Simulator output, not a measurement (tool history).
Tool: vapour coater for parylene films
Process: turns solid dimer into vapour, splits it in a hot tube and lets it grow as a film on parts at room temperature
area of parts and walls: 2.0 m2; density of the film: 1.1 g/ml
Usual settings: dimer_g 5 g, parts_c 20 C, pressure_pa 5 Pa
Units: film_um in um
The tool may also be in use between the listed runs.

| run | hour | dimer_g | parts_c | pressure_pa | film_um |
|---|---|---|---|---|---|
| 1 | 0 | 5 | 20 | 5 | 1.61 |
| 2 | 12.2 | 5 | 20 | 5 | 1.57 |
| 3 | 29.8 | 5 | 20 | 5 | 1.56 |
| 4 | 44.1 | 5 | 20 | 5 | 1.6 |
| 5 | 57 | 5 | 12 | 5 | 2.04 |
| 6 | 75.5 | 4 | 20 | 5 | 1.26 |
| 7 | 92.7 | 4 | 20 | 5 | 1.22 |
| 8 | 114.6 | 5 | 20 | 5 | 1.53 |
| 9 | 140.8 | 5 | 20 | 5 | 1.57 |
| 10 | 157.7 | 5 | 22 | 5 | 1.44 |
|  | 166.2 | trap's valve overhauled |
| 11 | 181.6 | 5 | 22 | 5 | 1.57 |
| 12 | 207 | 5 | 22 | 5 | 1.56 |
| 13 | 227.9 | 5 | 22 | 5 | 1.55 |
| 14 | 245.8 | 5 | 22 | 5 | 1.58 |
| 15 | 264.1 | 5 | 18 | 5 | 1.83 |
| 16 | 289.6 | 5 | 18 | 5 | 1.83 |
| 17 | 303.7 | 3 | 20 | 5 | 0.99 |
| 18 | 331.2 | 3 | 20 | 5 | 1 |
| 19 | 351.4 | 5 | 20 | 6.28 | 1.6 |
| 20 | 378.5 | 5 | 26 | 5 | 1.29 |
| 21 | 399.1 | 5 | 19 | 5 | 1.73 |
| 22 | 410.8 | 5 | 20 | 5 | 1.65 |
| 23 | 426.4 | 8 | 20 | 5 | 2.64 |
| 24 | 449.5 | 8 | 20 | 5 | 2.62 |
| 25 | 468.1 | 4 | 20 | 7.54 | 1.21 |
| 26 | 487.6 | 2 | 23 | 5.55 | 0.59 |
| 27 | 502.9 | 7 | 27 | 5.55 | 1.64 |
| 28 | 529.5 | 7 | 27 | 5.55 | 1.6 |
| 29 | 553.1 | 3 | 16 | 6.89 | 1.09 |
| 30 | 571.6 | 3 | 16 | 6.89 | 1.08 |
| 31 | 586.3 | 3 | 27 | 5 | 0.68 |
| 32 | 605.8 | 5 | 20 | 3.43 | 1.71 |
| 33 | 618.6 | 5 | 20 | 3.43 | 1.73 |
| 34 | 647 | 4 | 20 | 5 | 1.29 |
| 35 | 674.7 | 4 | 20 | 5 | 1.25 |
| 36 | 691.1 | 2 | 17 | 4.17 | 0.77 |
| 37 | 708.8 | 2 | 17 | 4.17 | 0.77 |
| 38 | 724.7 | 5 | 27 | 3.51 | 1.26 |
| 39 | 736.6 | 6 | 20 | 5 | 1.88 |
| 40 | 754.3 | 6 | 20 | 5 | 1.87 |
| 41 | 780.3 | 2 | 19 | 11.35 | 0.55 |
| 42 | 793 | 2 | 23 | 9.37 | 0.48 |
| 43 | 817.7 | 2 | 23 | 9.37 | 0.49 |
| 44 | 837.5 | 5 | 30 | 5 | 0.99 |
| 45 | 857.8 | 5 | 30 | 11.16 | 0.82 |
| 46 | 878.5 | 5 | 30 | 11.16 | 0.87 |
| 47 | 890.7 | 3 | 15 | 11.16 | 0.98 |
| 48 | 916.1 | 3 | 15 | 11.16 | 0.97 |

Forecast each of these 3 alternatives for the next run:
|  | 928.7 | trap's valve overhauled |
| A | 931.6 | 3 | 15 | 5.59 | ? |
|  | 928.7 | trap's valve overhauled |
| B | 931.6 | 5 | 20 | 2.58 | ? |
|  | 928.7 | trap's valve overhauled |
| C | 931.6 | 3 | 16 | 5 | ? |

| run | film_um |
|---|---|
| A | 1.25 |
| B | 1.92 |
| C | 1.22 |
Without the tool's hidden state the same runs would have given:
| run | film_um |
|---|---|
| A | 1.3 |
| B | 1.99 |
| C | 1.26 |

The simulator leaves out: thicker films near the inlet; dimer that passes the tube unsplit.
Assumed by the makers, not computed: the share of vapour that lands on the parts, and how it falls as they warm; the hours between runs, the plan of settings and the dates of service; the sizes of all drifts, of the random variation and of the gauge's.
